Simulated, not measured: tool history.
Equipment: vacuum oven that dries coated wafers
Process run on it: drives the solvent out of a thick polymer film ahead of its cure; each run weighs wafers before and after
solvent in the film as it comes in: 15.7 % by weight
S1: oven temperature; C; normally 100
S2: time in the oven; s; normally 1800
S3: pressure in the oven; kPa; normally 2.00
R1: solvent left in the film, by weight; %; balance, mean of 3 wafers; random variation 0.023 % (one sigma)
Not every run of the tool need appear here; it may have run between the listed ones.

{"run": 1, "hour": 0.0, "S1": 100, "S2": 1800, "S3": 2.0, "R1": 1.55}
{"run": 2, "hour": 41.1, "S1": 100, "S2": 1500, "S3": 2.0, "R1": 1.85}
{"run": 3, "hour": 73.7, "S1": 100, "S2": 1020, "S3": 2.0, "R1": 2.99}
{"run": 4, "hour": 123.7, "S1": 100, "S2": 1020, "S3": 2.0, "R1": 2.93}
{"run": 5, "hour": 178.4, "S1": 100, "S2": 2940, "S3": 2.0, "R1": 1.16}
{"hour": 202.0, "done": "vacuum gauge cleaned of residue and calibrated"}
{"run": 6, "hour": 224.7, "S1": 100, "S2": 2940, "S3": 2.0, "R1": 1.05}
{"run": 7, "hour": 270.7, "S1": 100, "S2": 1800, "S3": 2.0, "R1": 1.37}
{"run": 8, "hour": 311.2, "S1": 91, "S2": 1800, "S3": 2.0, "R1": 2.52}
{"run": 9, "hour": 353.4, "S1": 91, "S2": 1800, "S3": 2.0, "R1": 2.46}
{"run": 10, "hour": 387.6, "S1": 100, "S2": 1800, "S3": 2.0, "R1": 1.38}
{"run": 11, "hour": 441.1, "S1": 100, "S2": 1380, "S3": 2.0, "R1": 1.93}
{"run": 12, "hour": 489.5, "S1": 100, "S2": 1380, "S3": 2.0, "R1": 1.92}
{"run": 13, "hour": 544.2, "S1": 100, "S2": 1380, "S3": 2.0, "R1": 1.86}
{"run": 14, "hour": 606.5, "S1": 100, "S2": 1380, "S3": 2.0, "R1": 1.88}
{"run": 15, "hour": 640.7, "S1": 104, "S2": 1140, "S3": 6.18, "R1": 3.42}
{"run": 16, "hour": 675.4, "S1": 94, "S2": 1140, "S3": 4.17, "R1": 4.49}
{"run": 17, "hour": 735.6, "S1": 100, "S2": 2220, "S3": 2.0, "R1": 1.17}
{"run": 18, "hour": 773.3, "S1": 100, "S2": 2220, "S3": 2.0, "R1": 1.18}
{"run": 19, "hour": 801.4, "S1": 100, "S2": 1080, "S3": 2.0, "R1": 2.54}
{"run": 20, "hour": 840.2, "S1": 91, "S2": 2580, "S3": 1.43, "R1": 1.39}
{"run": 21, "hour": 871.8, "S1": 100, "S2": 1980, "S3": 1.57, "R1": 1.06}
{"run": 22, "hour": 913.7, "S1": 100, "S2": 2040, "S3": 2.91, "R1": 1.69}
{"run": 23, "hour": 946.2, "S1": 115, "S2": 3000, "S3": 2.0, "R1": 0.58}
{"run": 24, "hour": 990.3, "S1": 110, "S2": 3000, "S3": 2.0, "R1": 0.72}
{"run": 25, "hour": 1044.5, "S1": 109, "S2": 1260, "S3": 4.13, "R1": 1.86}
{"run": 26, "hour": 1095.3, "S1": 109, "S2": 1260, "S3": 4.13, "R1": 1.88}
{"run": 27, "hour": 1125.1, "S1": 103, "S2": 1440, "S3": 5.71, "R1": 2.94}

Predict each of these 4 candidate next runs independently; none follows another, all start after run 27:
{"run": "A", "hour": 1186.5, "S1": 103, "S2": 2220, "S3": 1.84, "R1": "?"}
{"run": "B", "hour": 1186.5, "S1": 105, "S2": 1440, "S3": 6.85, "R1": "?"}
{"run": "C", "hour": 1186.5, "S1": 103, "S2": 1440, "S3": 1.03, "R1": "?"}
{"run": "D", "hour": 1186.5, "S1": 87, "S2": 1020, "S3": 2.42, "R1": "?"}

run=A R1=0.91
run=B R1=3.13
run=C R1=1.06
run=D R1=5.45
With no hidden state in the tool, these same runs would have given:
run=A R1=1.00
run=B R1=3.50
run=C R1=1.25
run=D R1=6.01

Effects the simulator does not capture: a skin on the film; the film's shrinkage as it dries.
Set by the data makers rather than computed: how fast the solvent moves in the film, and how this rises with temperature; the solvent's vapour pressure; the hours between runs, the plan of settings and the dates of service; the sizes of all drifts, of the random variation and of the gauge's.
